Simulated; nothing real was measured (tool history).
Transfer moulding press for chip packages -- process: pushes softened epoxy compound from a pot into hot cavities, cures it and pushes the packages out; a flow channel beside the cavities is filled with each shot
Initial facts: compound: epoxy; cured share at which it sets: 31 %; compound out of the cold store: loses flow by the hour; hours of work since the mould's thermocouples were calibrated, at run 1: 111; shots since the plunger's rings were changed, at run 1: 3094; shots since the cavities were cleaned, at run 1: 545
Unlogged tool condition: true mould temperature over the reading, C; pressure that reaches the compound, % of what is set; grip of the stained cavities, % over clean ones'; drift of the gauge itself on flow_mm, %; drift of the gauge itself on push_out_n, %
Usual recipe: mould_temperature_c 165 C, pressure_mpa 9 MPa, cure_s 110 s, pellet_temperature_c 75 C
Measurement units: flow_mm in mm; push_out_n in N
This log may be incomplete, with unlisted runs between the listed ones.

run     day  mould_temperature_c  pressure_mpa  cure_s  pellet_temperature_c  hours of work since the mould's thermocouples were calibrated  shots since the plunger's rings were changed  shots since the cavities were cleaned  incoming compound's hours out of the cold store  flow_mm  push_out_n
  1       0                  165             9     110                    75                                                            111                                          3094                                    545                                             31.2      574         420
  2   0.667                  165             9     110                    77                                                            124                                          3296                                    747                                               13      638         455
  3   1.304                  165             9     110                    77                                                            135                                          3489                                    940                                             46.5      511         430
      1.979  -- cavities cleaned with cleaning compound and waxed
  4   2.067                  165             9     110                    77                                                            148                                          3701                                     28                                               35      553         432
  5     3.1                  162             9     110                    75                                                            167                                          4012                                    339                                             44.9      532         476
  6   3.767                  162         10.58     110                    75                                                            180                                          4213                                    540                                             34.5      605         495
  7   4.238                  162         10.58     110                    75                                                            189                                          4357                                    684                                             41.1      586         474
  8   4.667                  164             9     110                    75                                                            197                                          4486                                    813                                             32.1      569         452
  9   5.308                  165             9     110                    75                                                            208                                          4680                                   1007                                             10.9      647         450
      5.817  -- cavities cleaned with cleaning compound and waxed
 10   5.842                  165             9     110                    75                                                            217                                          4822                                      7                                             16.4      618         443
 11   6.738                  165             9     110                    75                                                            234                                          5093                                    278                                             10.8      648         436
 12   7.562                  165             9     110                    75                                                            249                                          5343                                    528                                             39.5      543         432
 13     8.6                  165             9     110                    75                                                            268                                          5656                                    841                                             37.9      551         420
 14   9.442                  165             9     110                    75                                                            284                                          5911                                   1096                                             11.3      631         435
      9.612  -- cavities cleaned with cleaning compound and waxed
 15  10.417                  165             9     110                    75                                                            301                                          6186                                    242                                             41.7      537         416
     10.758  -- plunger's sealing rings changed
 16  11.238                  170             9      95                    75                                                            314                                           145                                    459                                             10.7      622         429
 17  11.921                  170          7.19      95                    75                                                            327                                           351                                    665                                             17.5      527         437
 18  12.429                  170          7.19      95                    75                                                            336                                           505                                    819                                             20.6      527         413
 19  13.288                  170           9.9     117                    75                                                            352                                           764                                   1078                                              9.5      666         369
     13.525  -- cavities cleaned with cleaning compound and waxed
 20  14.167                  165             9     148                    75                                                            367                                          1011                                    194                                               38      545         380
 21  14.788                  161         10.31     144                    82                                                            379                                          1199                                    382                                             22.6      645         400
 22  15.412                  165          8.66     110                    80                                                            390                                          1388                                    571                                               30      552         422
 23  15.925                  159          7.25     110                    75                                                            400                                          1542                                    725                                             27.7      538         628
 24   16.45                  158          6.93     128                    77                                                            409                                          1702                                    885                                             21.5      553         513
 25  16.896                  158          6.93     128                    77                                                            418                                          1836                                   1019                                             15.7      571         514

Run 26, settings as shown, results not yet in. Your forecast:
     17.371  -- cavities cleaned with cleaning compound and waxed
 26  17.838                  167          6.93      91                    77                                                            434                                          2102                                    141                                             24.9        ?           ?

flow_mm: 511 mm
push_out_n: 504 N
With the hidden condition absent and the run-to-run variation left alone, this run would have shown flow_mm 511 mm, push_out_n 503 N.
